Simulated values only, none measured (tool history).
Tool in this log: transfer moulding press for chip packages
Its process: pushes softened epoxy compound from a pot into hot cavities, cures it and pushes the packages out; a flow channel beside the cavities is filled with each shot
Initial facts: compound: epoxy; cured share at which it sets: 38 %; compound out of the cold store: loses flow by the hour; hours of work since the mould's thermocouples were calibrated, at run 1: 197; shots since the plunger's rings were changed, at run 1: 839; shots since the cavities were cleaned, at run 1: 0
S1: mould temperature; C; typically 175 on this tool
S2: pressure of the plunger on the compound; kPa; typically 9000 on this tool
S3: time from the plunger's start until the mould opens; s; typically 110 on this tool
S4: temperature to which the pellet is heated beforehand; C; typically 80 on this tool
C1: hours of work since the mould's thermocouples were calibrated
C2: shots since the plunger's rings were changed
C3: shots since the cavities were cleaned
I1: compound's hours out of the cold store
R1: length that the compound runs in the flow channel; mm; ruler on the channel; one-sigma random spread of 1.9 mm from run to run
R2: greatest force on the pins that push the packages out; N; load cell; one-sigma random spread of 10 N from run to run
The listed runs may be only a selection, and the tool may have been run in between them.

run	hour	S1	S2	S3	S4	C1	C2	C3	I1	R1	R2
1	0	175	9000	110	80	197	839	0	41.1	552	475
2	6.3	175	9000	110	80	200	889	50	38.1	560	506
3	14.7	175	9000	110	80	204	956	117	28.8	588	551
4	23.3	175	9000	110	80	208	1025	186	22.6	606	620
5	31.5	175	9000	110	80	212	1091	252	37.5	564	637
6	42.1	175	9000	110	80	217	1176	337	29.6	586	704
7	50.5	175	9000	110	80	221	1243	404	32.8	576	716
8	60.6	175	10400	110	80	226	1324	485	32.3	617	728
9	65	175	9570	110	87	228	1359	520	27.3	609	732
10	69.3	175	9570	110	87	230	1394	555	38.5	578	732
11	77	175	9570	110	87	233	1455	616	17.7	639	815
12	84.2	181	9570	119	87	237	1513	674	15.1	633	735
13	89.7	181	9570	119	87	240	1557	718	41.9	558	756

Some steps in R1, run to run, broken into two amounts with sign: the step expected even without the hidden condition (settings, incoming material, random variation), and the rest, left for the hidden condition together with whatever gauge scatter is not in both the measured and the hidden-condition-free result:
What the log doesn't record here: true mould temperature over the reading, C; pressure that reaches the compound, % of what is set; grip of the stained cavities, % over clean ones'; drift of the gauge itself on flow_mm, %; drift of the gauge itself on push_out_n, %.
Run 3 -> 4: nothing adjusted, nothing logged. R1 +18 mm: hidden state -1, all else +19.
Run 12 -> 13: nothing adjusted, nothing logged. R1 -75 mm: hidden state +0, all else -75.
